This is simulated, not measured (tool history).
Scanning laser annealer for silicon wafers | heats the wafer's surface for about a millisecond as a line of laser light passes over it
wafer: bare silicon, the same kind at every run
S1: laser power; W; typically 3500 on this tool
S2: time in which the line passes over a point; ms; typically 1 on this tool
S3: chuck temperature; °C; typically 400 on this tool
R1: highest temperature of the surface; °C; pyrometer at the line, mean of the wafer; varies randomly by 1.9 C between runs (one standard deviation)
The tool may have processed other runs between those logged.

run 1 day=0 | S1=3500 S2=1 S3=400 | R1=1190
run 2 day=0.658 | S1=3500 S2=1 S3=406 | R1=1199
run 3 day=1.958 | S1=3500 S2=0.99 S3=400 | R1=1184
run 4 day=2.738 | S1=3500 S2=0.99 S3=400 | R1=1188
run 5 day=4.062 | S1=3500 S2=0.99 S3=400 | R1=1185
run 6 day=5.533 | S1=3500 S2=1 S3=400 | R1=1185
run 7 day=6.45 | S1=3500 S2=1 S3=400 | R1=1182
run 8 day=7.45 | S1=3500 S2=1 S3=400 | R1=1187
run 9 day=8.8 | S1=3500 S2=1 S3=400 | R1=1181
run 10 day=9.883 | S1=3500 S2=1.14 S3=400 | R1=1238
run 11 day=11.021 | S1=3500 S2=0.99 S3=400 | R1=1175
run 12 day=12.171 | S1=3800 S2=1 S3=400 | R1=1262
run 13 day=13.45 | S1=3800 S2=1 S3=400 | R1=1261
run 14 day=14.992 | S1=3800 S2=1 S3=400 | R1=1253
run 15 day=15.612 | S1=3800 S2=1 S3=400 | R1=1251
run 16 day=17.158 | S1=3137 S2=1 S3=400 | R1=1098
run 17 day=18.479 | S1=3500 S2=1 S3=406 | R1=1202
run 18 day=19.546 | S1=3377 S2=1 S3=406 | R1=1167
run 19 day=20.558 | S1=3500 S2=1 S3=400 | R1=1193
run 20 day=21.921 | S1=3500 S2=1 S3=400 | R1=1191
run 21 day=23.35 | S1=3500 S2=1 S3=400 | R1=1203
run 22 day=24.092 | S1=3730 S2=0.76 S3=405 | R1=1155
run 23 day=24.821 | S1=3730 S2=0.76 S3=405 | R1=1154
run 24 day=25.975 | S1=3465 S2=1 S3=387 | R1=1179
run 25 day=27.425 | S1=3450 S2=0.94 S3=371 | R1=1131
run 26 day=28.946 | S1=3500 S2=1.01 S3=400 | R1=1207
run 27 day=29.7 | S1=3669 S2=1.01 S3=420 | R1=1266
run 28 day=31.1 | S1=3515 S2=0.94 S3=363 | R1=1140
run 29 day=32.038 | S1=3845 S2=0.94 S3=414 | R1=1277
run 30 day=33.492 | S1=3544 S2=1 S3=428 | R1=1237
run 31 day=34.242 | S1=3544 S2=1 S3=428 | R1=1236
run 32 day=35.358 | S1=3500 S2=1 S3=425 | R1=1223
run 33 day=36.354 | S1=3407 S2=0.91 S3=419 | R1=1148
run 34 day=37.283 | S1=3500 S2=1.14 S3=390 | R1=1238
run 35 day=37.996 | S1=3500 S2=1.14 S3=390 | R1=1235
run 36 day=39.454 | S1=3214 S2=1.14 S3=390 | R1=1157
run 37 day=40.954 | S1=3214 S2=1.14 S3=390 | R1=1156
run 38 day=42.088 | S1=3534 S2=1.14 S3=390 | R1=1247
run 39 day=43.096 | S1=3331 S2=1 S3=431 | R1=1175
run 40 day=44 | S1=3331 S2=1 S3=431 | R1=1172
run 41 day=44.642 | S1=3331 S2=1 S3=391 | R1=1133

Taken out of this log: 3 entries between the listed runs. Where each belongs, and how the hidden state differs across it:
In the gap between runs 13 and 14: window over the wafer cleaned (day 13.642)
  light that passes the window, % of a clean one's: 97.94 -> 97.08; width of the line over the set one, %: 2.64 -> 2.68
  measured less the result without the state, R1: -42 -> -52 °C
In the gap between runs 15 and 16: window over the wafer cleaned, once more (day 17.158)
  light that passes the window, % of a clean one's: 97.05 -> 99.86; laser's true power over the reading, %: -0.42 -> -0.43; width of the line over the set one, %: 2.7 -> 2.75
  measured less the result without the state, R1: -52 -> -18 °C
In the gap between runs 20 and 21: optics aligned, line set to its width (day 22.546)
  light that passes the window, % of a clean one's: 99.53 -> 99.45; width of the line over the set one, %: 2.88 -> 0.53
  measured less the result without the state, R1: -24 -> -13 °C

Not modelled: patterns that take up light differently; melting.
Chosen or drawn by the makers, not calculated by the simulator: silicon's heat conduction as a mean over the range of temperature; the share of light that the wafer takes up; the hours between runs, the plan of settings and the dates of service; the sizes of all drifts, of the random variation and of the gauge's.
